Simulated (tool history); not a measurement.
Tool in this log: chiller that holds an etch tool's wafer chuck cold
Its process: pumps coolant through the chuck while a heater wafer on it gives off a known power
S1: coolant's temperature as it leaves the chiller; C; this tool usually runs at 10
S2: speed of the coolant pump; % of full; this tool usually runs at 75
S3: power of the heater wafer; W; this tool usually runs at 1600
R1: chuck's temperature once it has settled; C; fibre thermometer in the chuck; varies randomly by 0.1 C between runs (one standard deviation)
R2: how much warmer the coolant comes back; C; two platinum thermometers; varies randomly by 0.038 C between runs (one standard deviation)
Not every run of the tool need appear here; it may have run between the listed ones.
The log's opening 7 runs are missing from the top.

run   hour  S1  S2    S3    R1    R2
  8  239.6   9  77  1764    34  8.29
  9  264.7  10  75  1600  33.4  7.72
 10  284.1  10  75  1600  33.3   7.7
 11  328.8  10  75  1600  33.4  7.74
 12  349.3  10  75  1617  33.6  7.81
 13    374  10  75  1617  33.7  7.75
 14  399.7  10  75  1617  33.3  7.83
 15  427.1  10  75  1617  33.5   7.8
 16  453.5  10  75  1617  33.6  7.86
 17  500.1  18  83  1600  39.6  6.88
 18  528.5  18  83  1383  36.7  6.04

Run 19, settings as shown, results not yet in. Your forecast:
 19   555  18  83  1383   ?   ?

Run 19 yielded R1 36.6 C, R2 6.01 C.
With the hidden condition absent and the run-to-run variation left alone, this run would have shown R1 35.4 C, R2 5.86 C.
